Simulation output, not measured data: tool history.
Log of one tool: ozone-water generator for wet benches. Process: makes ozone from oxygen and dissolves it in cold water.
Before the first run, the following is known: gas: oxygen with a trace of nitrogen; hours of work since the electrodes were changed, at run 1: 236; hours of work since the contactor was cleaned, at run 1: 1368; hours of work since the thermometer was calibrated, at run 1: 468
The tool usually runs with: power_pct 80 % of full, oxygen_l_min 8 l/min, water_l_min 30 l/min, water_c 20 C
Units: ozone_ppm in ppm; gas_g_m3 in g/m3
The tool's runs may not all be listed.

run,hour,power_pct,oxygen_l_min,water_l_min,water_c,hours of work since the electrodes were changed,hours of work since the contactor was cleaned,hours of work since the thermometer was calibrated,ozone_ppm,gas_g_m3
1,0,80,8,30,20,236,1368,468,22.8,274
2,29.3,80,4.4,30,20,261,1393,493,18.5,334.3
3,53.1,80,8,38,20,282,1413,514,17.4,272.9
4,73.9,67,8,30,20,300,1431,532,19.3,234
5,107.2,80,8,37,20,328,1460,560,17.8,273.2
6,123.2,80,8,30,20,342,1473,574,22.5,272.3
7,147,80,8,30,20,362,1494,594,22.5,270.7
8,164,80,8,30,20,377,1508,609,22.6,273.9
9,201.7,80,7.05,30,20,409,1541,641,21.8,284.6
10,229.1,80,7.05,30,20,433,1564,664,21.6,285.1
11,251.9,80,8.85,30,20,452,1584,684,22.6,264.9
# hour 258.2: contactor cleaned
12,284.3,80,8.85,30,20,477,22,708,22.5,262.9
13,311.1,80,8.85,30,20,500,45,731,22.6,263.8
14,326.5,80,8.85,30,20,513,59,745,22.7,263.2
15,360.5,80,8.85,30,20,542,88,774,22.5,265.3
16,396.5,80,8.85,30,20,573,118,804,22.6,264.2
17,419.7,80,8.85,30,20,593,138,824,22.5,263.9
18,448.9,55,9.84,22,24,618,163,849,20,181.7
19,465.3,55,9.84,38,16,632,177,863,13.8,182.5
20,480.9,64,8,29,16,645,191,877,19.9,223.4
# hour 491.1: contactor cleaned, once more
21,510.3,52,6.87,26,18,667,16,899,17.8,194

Forecast run 22:
22,544.2,47,6.87,32,18,696,45,928,?,?

ozone_ppm: 12.9 ppm
gas_g_m3: 178.8 g/m3
The same run, on a tool lacking any hidden state, would have yielded ozone_ppm 12.9 ppm, gas_g_m3 179.3 g/m3.
